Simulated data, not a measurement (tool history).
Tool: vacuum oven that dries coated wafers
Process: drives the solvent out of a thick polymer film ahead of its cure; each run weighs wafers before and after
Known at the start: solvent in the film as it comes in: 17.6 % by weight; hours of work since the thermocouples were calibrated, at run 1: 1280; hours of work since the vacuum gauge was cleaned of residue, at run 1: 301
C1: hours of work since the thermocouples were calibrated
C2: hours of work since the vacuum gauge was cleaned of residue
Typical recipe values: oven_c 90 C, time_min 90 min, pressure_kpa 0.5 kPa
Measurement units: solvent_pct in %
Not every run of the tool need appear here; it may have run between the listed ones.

Run 1, day 0.000: usual settings; C1 1280; C2 301. Result: solvent_pct 1.811 %.
Run 2, day 0.533: usual settings; C1 1288; C2 309. Result: solvent_pct 1.834 %.
Run 3, day 0.958: usual settings; C1 1294; C2 315. Result: solvent_pct 1.816 %.
Run 4, day 1.283: usual settings; C1 1299; C2 320. Result: solvent_pct 1.820 %.
Run 5, day 1.692: usual settings; C1 1305; C2 326. Result: solvent_pct 1.829 %.
Run 6, day 2.154: usual settings; C1 1311; C2 332. Result: solvent_pct 1.817 %.
Run 7, day 2.571: usual settings; C1 1317; C2 338. Result: solvent_pct 1.812 %.
Run 8, day 2.967: usual settings; C1 1323; C2 344. Result: solvent_pct 1.811 %.

Expected results for the next run?
Run 9, day 3.279: usual settings; C1 1328; C2 349. Result: solvent_pct ?.

{"run 9": {"solvent_pct": 1.814}}
Minus the tool's unlogged condition, the same run would have read solvent_pct 1.997 %.

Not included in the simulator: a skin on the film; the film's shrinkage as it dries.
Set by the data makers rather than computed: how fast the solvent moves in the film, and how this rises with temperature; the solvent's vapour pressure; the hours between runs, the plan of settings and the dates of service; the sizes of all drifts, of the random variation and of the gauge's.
